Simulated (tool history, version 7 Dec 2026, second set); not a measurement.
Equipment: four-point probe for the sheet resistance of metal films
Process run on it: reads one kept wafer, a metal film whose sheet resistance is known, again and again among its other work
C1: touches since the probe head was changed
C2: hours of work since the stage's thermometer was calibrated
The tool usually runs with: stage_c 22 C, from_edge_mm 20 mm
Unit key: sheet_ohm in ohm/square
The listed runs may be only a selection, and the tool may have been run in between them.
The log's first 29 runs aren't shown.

Run 30, hour 3015: usual settings but stage_c 26 C, from_edge_mm 10 mm; C1 98270; C2 549. Result: sheet_ohm 9.603964 ohm/square.
Run 31, hour 3161.5: usual settings but stage_c 21 C, from_edge_mm 6 mm; C1 100265; C2 630. Result: sheet_ohm 9.762835 ohm/square.
Run 32, hour 3232.2: usual settings but stage_c 21 C, from_edge_mm 6 mm; C1 101227; C2 669. Result: sheet_ohm 9.762742 ohm/square.
Run 33, hour 3338.6: usual settings but from_edge_mm 5 mm; C1 102675; C2 727. Result: sheet_ohm 9.858749 ohm/square.
Run 34, hour 3439.2: usual settings but from_edge_mm 5 mm; C1 104045; C2 783. Result: sheet_ohm 9.857098 ohm/square.
Run 35, hour 3562.7: usual settings but stage_c 24 C; C1 105725; C2 851. Result: sheet_ohm 9.553233 ohm/square.
Run 36, hour 3647: usual settings but stage_c 24 C; C1 106872; C2 897. Result: sheet_ohm 9.551762 ohm/square.
Run 37, hour 3742.6: usual settings but stage_c 24 C, from_edge_mm 4 mm; C1 108174; C2 950. Result: sheet_ohm 10.020389 ohm/square.
Run 38, hour 3818.9: usual settings but stage_c 24 C, from_edge_mm 4 mm; C1 109213; C2 992. Result: sheet_ohm 10.020699 ohm/square.
Run 39, hour 3950.1: usual settings but stage_c 29 C, from_edge_mm 4 mm; C1 110998; C2 1065. Result: sheet_ohm 10.006657 ohm/square.
Run 40, hour 4078.7: usual settings but stage_c 29 C, from_edge_mm 4 mm; C1 112748; C2 1135. Result: sheet_ohm 10.006907 ohm/square.
Run 41, hour 4143.3: usual settings but stage_c 27 C, from_edge_mm 11 mm; C1 113628; C2 1171. Result: sheet_ohm 9.5944 ohm/square.
Run 42, hour 4283.5: usual settings but from_edge_mm 19 mm; C1 115536; C2 1248. Result: sheet_ohm 9.569084 ohm/square.
Run 43, hour 4416.4: usual settings but stage_c 31 C, from_edge_mm 43 mm; C1 117344; C2 1322. Result: sheet_ohm 9.515868 ohm/square.
Run 44, hour 4533: usual settings but stage_c 35 C, from_edge_mm 11 mm; C1 118932; C2 1386. Result: sheet_ohm 9.570743 ohm/square.

Here are 5 independent what-if runs from the current tool condition. What would each one return?
Run A, hour 4601.9: usual settings but stage_c 35 C, from_edge_mm 11 mm; C1 119870; C2 1424. Result: sheet_ohm ?.
Run B, hour 4601.9: usual settings but from_edge_mm 73 mm; C1 119870; C2 1424. Result: sheet_ohm ?.
Run C, hour 4601.9: usual settings but stage_c 31 C, from_edge_mm 8 mm; C1 119870; C2 1424. Result: sheet_ohm ?.
Run D, hour 4601.9: usual settings but stage_c 35 C, from_edge_mm 8 mm; C1 119870; C2 1424. Result: sheet_ohm ?.
Run E, hour 4601.9: usual settings but stage_c 20 C, from_edge_mm 5 mm; C1 119870; C2 1424. Result: sheet_ohm ?.

run  sheet_ohm
  A   9.572258
  B   9.547176
  C   9.643014
  D   9.630276
  E    9.87244
With the hidden condition removed and each run's random variation left untouched, the same runs would have given:
run  sheet_ohm
  A   9.549904
  B    9.52466
  C   9.620439
  D   9.607795
  E   9.849167
